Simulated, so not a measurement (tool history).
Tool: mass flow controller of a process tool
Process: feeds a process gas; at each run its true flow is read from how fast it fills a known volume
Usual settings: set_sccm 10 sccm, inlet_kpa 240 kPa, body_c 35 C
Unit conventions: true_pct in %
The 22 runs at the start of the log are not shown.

run 23 hour=3025.5 | set_sccm=10 inlet_kpa=196 body_c=35 | true_pct=100.12
run 24 hour=3108.8 | set_sccm=10 inlet_kpa=196 body_c=35 | true_pct=100.03
run 25 hour=3276.6 | set_sccm=10 inlet_kpa=196 body_c=32 | true_pct=99.69
run 26 hour=3403.6 | set_sccm=10 inlet_kpa=191 body_c=24 | true_pct=99.28
run 27 hour=3553.4 | set_sccm=10 inlet_kpa=191 body_c=24 | true_pct=99.37
run 28 hour=3678.0 | set_sccm=10 inlet_kpa=191 body_c=24 | true_pct=99.13
run 29 hour=3834.4 | set_sccm=10 inlet_kpa=191 body_c=24 | true_pct=99.12
run 30 hour=3948.2 | set_sccm=7 inlet_kpa=158 body_c=24 | true_pct=99.10
run 31 hour=4123.8 | set_sccm=7 inlet_kpa=158 body_c=24 | true_pct=99.27
run 32 hour=4298.3 | set_sccm=7 inlet_kpa=158 body_c=24 | true_pct=99.22
run 33 hour=4422.4 | set_sccm=16 inlet_kpa=240 body_c=35 | true_pct=100.24
run 34 hour=4519.6 | set_sccm=16 inlet_kpa=172 body_c=22 | true_pct=99.65
run 35 hour=4621.5 | set_sccm=6 inlet_kpa=185 body_c=35 | true_pct=99.83
run 36 hour=4768.9 | set_sccm=7 inlet_kpa=145 body_c=23 | true_pct=99.11
run 37 hour=4880.5 | set_sccm=2 inlet_kpa=179 body_c=33 | true_pct=99.37
run 38 hour=5060.5 | set_sccm=2 inlet_kpa=179 body_c=33 | true_pct=99.38

Expected results for the next run?
run 39 hour=5167.8 | set_sccm=17 inlet_kpa=179 body_c=36 | true_pct=?

For run 39 the tool returned true_pct 100.56 %.
Minus the tool's unlogged condition, the same run would have read true_pct 100.56 %.
